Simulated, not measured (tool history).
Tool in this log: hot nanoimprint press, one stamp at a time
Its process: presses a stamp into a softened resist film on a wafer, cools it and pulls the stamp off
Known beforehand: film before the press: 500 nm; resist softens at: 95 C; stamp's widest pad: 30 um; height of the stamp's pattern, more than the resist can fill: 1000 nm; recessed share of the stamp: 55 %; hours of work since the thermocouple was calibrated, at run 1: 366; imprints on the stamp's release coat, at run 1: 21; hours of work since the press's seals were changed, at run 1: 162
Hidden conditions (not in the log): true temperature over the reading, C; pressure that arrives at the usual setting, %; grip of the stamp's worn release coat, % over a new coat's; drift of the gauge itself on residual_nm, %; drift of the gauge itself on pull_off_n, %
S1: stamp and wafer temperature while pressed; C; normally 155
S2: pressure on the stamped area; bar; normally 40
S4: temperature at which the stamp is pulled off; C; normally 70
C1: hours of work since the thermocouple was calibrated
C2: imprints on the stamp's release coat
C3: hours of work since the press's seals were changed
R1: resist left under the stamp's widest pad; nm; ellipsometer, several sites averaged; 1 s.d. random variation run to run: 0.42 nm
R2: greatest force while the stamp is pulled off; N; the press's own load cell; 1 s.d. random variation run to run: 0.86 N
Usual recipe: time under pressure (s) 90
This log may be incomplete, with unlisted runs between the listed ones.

{"run": 1, "hour": 0.0, "S1": 155, "S2": 40, "time under pressure (s)": 90, "S4": 70, "C1": 366, "C2": 21, "C3": 162, "R1": 252.5, "R2": 152.4}
{"run": 2, "hour": 4.9, "S1": 155, "S2": 40, "time under pressure (s)": 90, "S4": 70, "C1": 369, "C2": 44, "C3": 166, "R1": 252.7, "R2": 154.4}
{"run": 3, "hour": 11.9, "S1": 155, "S2": 40, "time under pressure (s)": 90, "S4": 73, "C1": 375, "C2": 77, "C3": 172, "R1": 252, "R2": 142.1}
{"run": 4, "hour": 16.6, "S1": 155, "S2": 40, "time under pressure (s)": 90, "S4": 70, "C1": 379, "C2": 99, "C3": 176, "R1": 251.6, "R2": 154.1}
{"run": 5, "hour": 25.0, "S1": 155, "S2": 40, "time under pressure (s)": 90, "S4": 70, "C1": 385, "C2": 138, "C3": 182, "R1": 252.4, "R2": 155.9}
{"run": 6, "hour": 30.1, "S1": 150, "S2": 40, "time under pressure (s)": 90, "S4": 70, "C1": 389, "C2": 162, "C3": 186, "R1": 302.8, "R2": 158.4}
{"run": 7, "hour": 38.6, "S1": 155, "S2": 40, "time under pressure (s)": 90, "S4": 70, "C1": 396, "C2": 201, "C3": 193, "R1": 251.9, "R2": 158.8}
{"run": 8, "hour": 46.6, "S1": 155, "S2": 40, "time under pressure (s)": 90, "S4": 70, "C1": 403, "C2": 239, "C3": 199, "R1": 252.3, "R2": 159.5}
{"hour": 57.5, "done": "plate thermocouple calibrated"}
{"run": 9, "hour": 59.8, "S1": 155, "S2": 40, "time under pressure (s)": 90, "S4": 70, "C1": 2, "C2": 286, "C3": 208, "R1": 261.1, "R2": 164.9}
{"run": 10, "hour": 68.6, "S1": 155, "S2": 40, "time under pressure (s)": 90, "S4": 70, "C1": 9, "C2": 327, "C3": 215, "R1": 261.9, "R2": 166.6}
{"run": 11, "hour": 74.8, "S1": 147, "S2": 40, "time under pressure (s)": 90, "S4": 70, "C1": 14, "C2": 356, "C3": 219, "R1": 344.8, "R2": 168.5}
{"run": 12, "hour": 79.5, "S1": 155, "S2": 40, "time under pressure (s)": 90, "S4": 70, "C1": 17, "C2": 378, "C3": 223, "R1": 260.9, "R2": 167.4}
{"run": 13, "hour": 88.6, "S1": 155, "S2": 40, "time under pressure (s)": 90, "S4": 66, "C1": 25, "C2": 420, "C3": 230, "R1": 261.1, "R2": 185.4}
{"run": 14, "hour": 96.2, "S1": 155, "S2": 40, "time under pressure (s)": 90, "S4": 66, "C1": 31, "C2": 456, "C3": 236, "R1": 261.5, "R2": 187.5}
{"run": 15, "hour": 106.6, "S1": 155, "S2": 40, "time under pressure (s)": 90, "S4": 66, "C1": 39, "C2": 504, "C3": 245, "R1": 260.9, "R2": 188.3}
{"run": 16, "hour": 111.9, "S1": 155, "S2": 40, "time under pressure (s)": 90, "S4": 66, "C1": 43, "C2": 529, "C3": 249, "R1": 261.2, "R2": 189.6}
{"hour": 118.4, "done": "stamp cleaned and given a new release coat"}
{"run": 17, "hour": 124.9, "S1": 155, "S2": 40, "time under pressure (s)": 90, "S4": 66, "C1": 49, "C2": 31, "C3": 255, "R1": 260.9, "R2": 173}
{"run": 18, "hour": 135.2, "S1": 149, "S2": 38.4, "time under pressure (s)": 79, "S4": 75, "C1": 57, "C2": 78, "C3": 263, "R1": 338.2, "R2": 137.4}
{"run": 19, "hour": 145.5, "S1": 157, "S2": 63.3, "time under pressure (s)": 139, "S4": 68, "C1": 65, "C2": 127, "C3": 271, "R1": 166.1, "R2": 166.9}
{"run": 20, "hour": 150.5, "S1": 159, "S2": 54.1, "time under pressure (s)": 64, "S4": 75, "C1": 69, "C2": 150, "C3": 275, "R1": 224.7, "R2": 139.6}
{"run": 21, "hour": 159.7, "S1": 158, "S2": 55.3, "time under pressure (s)": 91, "S4": 75, "C1": 76, "C2": 192, "C3": 282, "R1": 201.6, "R2": 140.6}
{"run": 22, "hour": 164.7, "S1": 145, "S2": 44.3, "time under pressure (s)": 52, "S4": 71, "C1": 80, "C2": 216, "C3": 286, "R1": 398, "R2": 157.9}
{"run": 23, "hour": 173.7, "S1": 145, "S2": 44.3, "time under pressure (s)": 52, "S4": 71, "C1": 88, "C2": 258, "C3": 293, "R1": 397.9, "R2": 159.6}
{"run": 24, "hour": 183.7, "S1": 152, "S2": 44.3, "time under pressure (s)": 52, "S4": 70, "C1": 96, "C2": 304, "C3": 301, "R1": 330, "R2": 165.8}
{"run": 25, "hour": 189.9, "S1": 155, "S2": 40, "time under pressure (s)": 56, "S4": 70, "C1": 100, "C2": 333, "C3": 306, "R1": 304.7, "R2": 164.5}
{"run": 26, "hour": 194.8, "S1": 159, "S2": 48.7, "time under pressure (s)": 85, "S4": 70, "C1": 104, "C2": 356, "C3": 310, "R1": 209.8, "R2": 167.5}
{"run": 27, "hour": 202.9, "S1": 159, "S2": 48.7, "time under pressure (s)": 85, "S4": 69, "C1": 111, "C2": 394, "C3": 317, "R1": 209.4, "R2": 171.1}
{"run": 28, "hour": 208.0, "S1": 159, "S2": 48.7, "time under pressure (s)": 85, "S4": 69, "C1": 115, "C2": 418, "C3": 321, "R1": 209.3, "R2": 173.1}
{"run": 29, "hour": 218.0, "S1": 153, "S2": 27.3, "time under pressure (s)": 154, "S4": 64, "C1": 123, "C2": 464, "C3": 329, "R1": 268.5, "R2": 196.1}
{"run": 30, "hour": 222.7, "S1": 153, "S2": 27.3, "time under pressure (s)": 154, "S4": 64, "C1": 127, "C2": 486, "C3": 332, "R1": 268.7, "R2": 195.6}

Per-run results on a tool with no hidden state, each run keeping its own random variation:
run=1 R1=261.5 R2=155.8
run=2 R1=261.7 R2=157.1
run=3 R1=261.1 R2=144.1
run=4 R1=260.8 R2=155.2
run=5 R1=261.6 R2=155.9
run=6 R1=313.1 R2=157.6
run=7 R1=261.3 R2=156.9
run=8 R1=261.8 R2=156.4
run=9 R1=260.9 R2=156.2
run=10 R1=261.7 R2=156.5
run=11 R1=344.9 R2=157.5
run=12 R1=260.9 R2=155.8
run=13 R1=261.2 R2=171.1
run=14 R1=261.8 R2=172
run=15 R1=261.3 R2=171.2
run=16 R1=261.6 R2=171.6
run=17 R1=261.4 R2=172.9
run=18 R1=339.2 R2=136.2
run=19 R1=165.8 R2=163.7
run=20 R1=224.7 R2=136.5
run=21 R1=201.7 R2=136.4
run=22 R1=399 R2=152.3
run=23 R1=399.1 R2=152.7
run=24 R1=331.1 R2=157.3
run=25 R1=306.1 R2=155.2
run=26 R1=210.4 R2=157.4
run=27 R1=210.1 R2=159.6
run=28 R1=210.1 R2=160.8
run=29 R1=271.1 R2=180.3
run=30 R1=271.3 R2=179.2
